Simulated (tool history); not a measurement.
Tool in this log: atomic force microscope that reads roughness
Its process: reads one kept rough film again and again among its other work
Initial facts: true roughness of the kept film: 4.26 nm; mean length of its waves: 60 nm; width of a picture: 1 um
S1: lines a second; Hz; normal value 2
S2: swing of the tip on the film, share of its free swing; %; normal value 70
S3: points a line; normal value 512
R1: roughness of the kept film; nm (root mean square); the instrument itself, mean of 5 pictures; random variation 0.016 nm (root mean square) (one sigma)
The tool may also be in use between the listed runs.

run,day,S1,S2,S3,R1
1,0,2,70,512,3.504
2,1.758,2,70,512,3.733
3,5.079,2,70,512,3.771
4,7.6,2,70,512,3.863
5,9.338,2,70,512,3.64
6,12.608,2,70,512,3.623
7,15.15,2,87,512,3.478
8,17.442,2,87,512,3.557
9,20.096,2,87,512,3.26
10,22.688,2,87,512,3.339
11,24.588,2,87,512,3.482
12,26.292,2.11,70,512,3.531
13,29.854,1.89,70,512,3.477
14,31.471,2,70,512,3.67
15,34.696,2,70,512,3.701
16,38.275,2,70,512,3.663
17,40.362,1.07,70,722,3.89
18,44.017,1.07,70,722,3.806
19,47.05,0.97,76,274,3.809
20,49.604,0.85,65,512,3.636
21,52.092,0.77,70,512,3.652
22,54.729,2,70,424,3.621
23,58.417,0.75,82,643,3.626
24,60.408,2,82,297,3.554
25,63.35,2,80,297,3.643
26,65.325,2,70,360,3.548
27,66.867,2,70,360,3.73
28,69.675,1.28,89,360,3.655
29,72.446,0.96,85,360,3.477
30,75.829,0.96,85,360,3.449
31,78.192,0.96,85,360,3.525

Taken out of this log: 25 entries between the listed runs. Where each belongs, and how the hidden state differs across it:
Between runs 1 and 2: new tip fitted (day 1.058)
  radius of the tip, nm: 29.2 -> 15.3; height scale over the true one, %: -1.47 -> -1.49
  measured minus no-state result, R1: -0.356 -> -0.146 nm (root mean square)
Between runs 2 and 3: new tip fitted (day 4.238); height scale calibrated on a step standard (day 5.025)
  radius of the tip, nm: 15.3 -> 15.6; height scale over the true one, %: -1.49 -> -0.08
  measured minus no-state result, R1: -0.146 -> -0.097 nm (root mean square)
Between runs 3 and 4: new tip fitted (day 7.533)
  radius of the tip, nm: 15.6 -> 11; height scale over the true one, %: -0.08 -> -0.1
  measured minus no-state result, R1: -0.097 -> -0.021 nm (root mean square)
Between runs 5 and 6: new tip fitted (day 10.779)
  radius of the tip, nm: 22.2 -> 23.2; height scale over the true one, %: -0.12 -> -0.16
  measured minus no-state result, R1: -0.203 -> -0.219 nm (root mean square)
Between runs 6 and 7: new tip fitted (day 13.988)
  radius of the tip, nm: 23.2 -> 18; height scale over the true one, %: -0.16 -> -0.19
  measured minus no-state result, R1: -0.219 -> -0.132 nm (root mean square)
Between runs 7 and 8: new tip fitted (day 17.212)
  radius of the tip, nm: 18 -> 11.8; height scale over the true one, %: -0.19 -> -0.21
  measured minus no-state result, R1: -0.132 -> -0.036 nm (root mean square)
Between runs 9 and 10: new tip fitted (day 20.579)
  radius of the tip, nm: 31.7 -> 24.8; height scale over the true one, %: -0.25 -> -0.28
  measured minus no-state result, R1: -0.324 -> -0.23 nm (root mean square)
Between runs 10 and 11: new tip fitted (day 23.758)
  radius of the tip, nm: 24.8 -> 16.6; height scale over the true one, %: -0.28 -> -0.3
  measured minus no-state result, R1: -0.23 -> -0.113 nm (root mean square)
Between runs 12 and 13: new tip fitted (day 26.904)
  radius of the tip, nm: 29.2 -> 33.3; height scale over the true one, %: -0.32 -> -0.36
  measured minus no-state result, R1: -0.315 -> -0.376 nm (root mean square)
Between runs 13 and 14: new tip fitted (day 30.088)
  radius of the tip, nm: 33.3 -> 20.4; height scale over the true one, %: -0.36 -> -0.38
  measured minus no-state result, R1: -0.376 -> -0.185 nm (root mean square)
Between runs 14 and 15: new tip fitted (day 33.529)
  radius of the tip, nm: 20.4 -> 17.9; height scale over the true one, %: -0.38 -> -0.42
  measured minus no-state result, R1: -0.185 -> -0.147 nm (root mean square)
Between runs 15 and 16: new tip fitted (day 36.746)
  radius of the tip, nm: 17.9 -> 20.7; height scale over the true one, %: -0.42 -> -0.46
  measured minus no-state result, R1: -0.147 -> -0.193 nm (root mean square)
Between runs 16 and 17: new tip fitted (day 40.029)
  radius of the tip, nm: 20.7 -> 12.6; height scale over the true one, %: -0.46 -> -0.49
  measured minus no-state result, R1: -0.193 -> -0.064 nm (root mean square)
Between runs 17 and 18: new tip fitted (day 43.221)
  radius of the tip, nm: 12.6 -> 15.9; height scale over the true one, %: -0.49 -> -0.53
  measured minus no-state result, R1: -0.064 -> -0.121 nm (root mean square)
Between runs 18 and 19: new tip fitted (day 46.575)
  radius of the tip, nm: 15.9 -> 14.2; height scale over the true one, %: -0.53 -> -0.57
  measured minus no-state result, R1: -0.121 -> -0.093 nm (root mean square)
Between runs 20 and 21: new tip fitted (day 49.783)
  radius of the tip, nm: 31.3 -> 26.9; height scale over the true one, %: -0.59 -> -0.62
  measured minus no-state result, R1: -0.37 -> -0.301 nm (root mean square)
Between runs 21 and 22: new tip fitted (day 52.967)
  radius of the tip, nm: 26.9 -> 22.2; height scale over the true one, %: -0.62 -> -0.65
  measured minus no-state result, R1: -0.301 -> -0.223 nm (root mean square)
Between runs 22 and 23: new tip fitted (day 56.308)
  radius of the tip, nm: 22.2 -> 24.6; height scale over the true one, %: -0.65 -> -0.69
  measured minus no-state result, R1: -0.223 -> -0.263 nm (root mean square)
Between runs 23 and 24: new tip fitted (day 59.533)
  radius of the tip, nm: 24.6 -> 16.1; height scale over the true one, %: -0.69 -> -0.72
  measured minus no-state result, R1: -0.263 -> -0.123 nm (root mean square)
Between runs 24 and 25: new tip fitted (day 62.917)
  radius of the tip, nm: 16.1 -> 13.3; height scale over the true one, %: -0.72 -> -0.75
  measured minus no-state result, R1: -0.123 -> -0.081 nm (root mean square)
Between runs 26 and 27: new tip fitted (day 66.271)
  radius of the tip, nm: 26.2 -> 15; height scale over the true one, %: -0.78 -> -0.8
  measured minus no-state result, R1: -0.286 -> -0.115 nm (root mean square)
Between runs 27 and 28: new tip fitted (day 69.479)
  radius of the tip, nm: 15 -> 11.9; height scale over the true one, %: -0.8 -> -0.83
  measured minus no-state result, R1: -0.115 -> -0.061 nm (root mean square)
Between runs 29 and 30: new tip fitted (day 72.792)
  radius of the tip, nm: 32.2 -> 32.4; height scale over the true one, %: -0.86 -> -0.9
  measured minus no-state result, R1: -0.377 -> -0.379 nm (root mean square)
Between runs 30 and 31: new tip fitted (day 76.117)
  radius of the tip, nm: 32.4 -> 27.8; height scale over the true one, %: -0.9 -> -0.92
  measured minus no-state result, R1: -0.379 -> -0.316 nm (root mean square)

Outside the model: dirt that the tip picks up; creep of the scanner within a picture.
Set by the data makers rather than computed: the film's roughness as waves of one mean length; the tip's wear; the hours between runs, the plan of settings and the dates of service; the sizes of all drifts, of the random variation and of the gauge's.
